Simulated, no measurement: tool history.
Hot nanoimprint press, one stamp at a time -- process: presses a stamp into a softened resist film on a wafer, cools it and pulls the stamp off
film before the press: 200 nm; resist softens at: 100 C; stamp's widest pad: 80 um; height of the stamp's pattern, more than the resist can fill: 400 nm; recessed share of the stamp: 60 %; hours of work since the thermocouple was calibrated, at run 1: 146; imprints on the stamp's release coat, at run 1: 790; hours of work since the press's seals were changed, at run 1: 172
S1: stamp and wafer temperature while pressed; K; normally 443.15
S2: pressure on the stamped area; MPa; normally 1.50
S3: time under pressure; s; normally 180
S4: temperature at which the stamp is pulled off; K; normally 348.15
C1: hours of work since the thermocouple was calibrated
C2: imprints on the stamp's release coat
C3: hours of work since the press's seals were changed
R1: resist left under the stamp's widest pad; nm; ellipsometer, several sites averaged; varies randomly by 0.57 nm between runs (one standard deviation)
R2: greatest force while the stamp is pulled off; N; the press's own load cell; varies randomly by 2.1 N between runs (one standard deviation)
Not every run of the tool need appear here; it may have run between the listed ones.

run	hour	S1	S2	S3	S4	C1	C2	C3	R1	R2
1	0.0	443.15	1.50	180	348.15	146	790	172	70.8	115
2	32.7	443.15	1.50	180	348.15	160	873	186	71.2	116
3	50.9	443.15	1.50	180	339.15	168	919	194	70.5	149
4	69.5	443.15	1.50	180	339.15	176	966	202	70.2	140
5	96.2	443.15	1.50	180	348.15	187	1034	213	70.6	116
# hour 101.7: plate thermocouple calibrated
6	116.0	451.15	2.06	250	340.15	6	1077	220	39.1	144
7	131.8	431.15	1.50	130	348.15	13	1117	227	114.9	121

Run 8, settings as shown, results not yet in. Your forecast:
8	147.5	431.15	1.50	130	348.15	20	1156	234	?	?

For run 8 the tool returned R1 115.2 nm, R2 121 N.
With the hidden condition absent and the run-to-run variation left alone, this run would have shown R1 119.3 nm, R2 96 N.
